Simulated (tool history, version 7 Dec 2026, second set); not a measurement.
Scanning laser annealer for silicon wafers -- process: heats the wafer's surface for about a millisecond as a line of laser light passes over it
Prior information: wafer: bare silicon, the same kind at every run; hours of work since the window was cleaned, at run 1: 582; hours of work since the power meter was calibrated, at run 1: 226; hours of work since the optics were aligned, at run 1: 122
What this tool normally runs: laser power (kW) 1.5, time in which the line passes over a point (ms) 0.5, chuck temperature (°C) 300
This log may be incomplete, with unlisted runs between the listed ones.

run	hour	laser power (kW)	time in which the line passes over a point (ms)	chuck temperature (°C)	hours of work since the window was cleaned	hours of work since the power meter was calibrated	hours of work since the optics were aligned	highest temperature of the surface (°C)
1	0	1.5	0.5	300	582	226	122	1048
2	5.1	1.5	0.598	300	586	229	126	1106
3	15.6	1.5	0.447	300	593	236	133	1014
4	26.7	1.5	0.447	300	600	244	141	1011
5	33.3	1.5	0.5	300	605	249	145	1046
6	42.8	1.5	0.556	300	612	255	152	1079
7	49.4	1.5	0.556	300	616	260	157	1079
8	55.3	1.5	0.5	300	620	264	161	1048
9	61.2	1.5	0.5	300	624	268	165	1044
10	68.7	1.504	0.5	300	630	273	170	1046
11	77.8	1.5	0.5	300	636	279	176	1047
12	85	1.5	0.5	300	641	284	181	1046
13	94.3	1.5	0.5	265	647	291	188	1011
14	99.9	1.5	0.5	300	651	295	192	1045
15	105	1.5	0.5	300	655	298	195	1044
16	114.5	1.5	0.5	300	661	305	202	1046
17	124.6	1.5	0.5	300	668	312	209	1044
18	134.6	1.5	0.5	300	675	319	216	1047
19	144.8	1.5	0.5	295	682	326	223	1037
20	150.8	1.5	0.5	295	686	330	227	1038
21	159.2	1.5	0.5	300	692	336	233	1047
22	168.4	1.494	0.591	300	699	342	239	1096
23	176.1	1.619	0.468	282	704	347	244	1064
24	186.7	1.619	0.468	282	711	355	252	1060
25	193.7	1.287	0.368	291	716	360	257	854
26	203	1.287	0.606	291	723	366	263	983
27	210.9	1.287	0.606	291	728	372	268	985
28	219.9	1.474	0.487	320	734	378	275	1044
29	226.5	1.289	0.488	320	739	382	279	952
30	231.4	1.33	0.5	309	742	386	283	969
31	236.9	1.644	0.5	272	746	390	287	1082
32	245.1	1.644	0.5	272	752	395	292	1080
33	251.8	1.508	0.5	272	756	400	297	1020
34	262.9	1.508	0.5	272	764	408	304	1016
35	267.6	1.284	0.414	339	767	411	308	930
36	272.6	1.5	0.5	334	771	414	311	1078
37	281.5	1.5	0.5	334	777	420	317	1077
38	287.7	1.5	0.5	334	781	425	322	1073
39	292.3	1.368	0.5	332	784	428	325	1008
40	302.1	1.336	0.425	282	791	435	332	900
41	312.9	1.514	0.5	301	799	442	339	1049

What if the next run were any one of these 3? Each begins from the tool's condition after run 41:
A	322.8	1.527	0.5	306	806	449	346	?
B	322.8	1.314	0.572	300	806	449	346	?
C	322.8	1.5	0.5	275	806	449	346	?

run	highest temperature of the surface (°C)
A	1058
B	989
C	1016
Without the tool's hidden state the same runs would have given:
run	highest temperature of the surface (°C)
A	1078
B	1007
C	1035
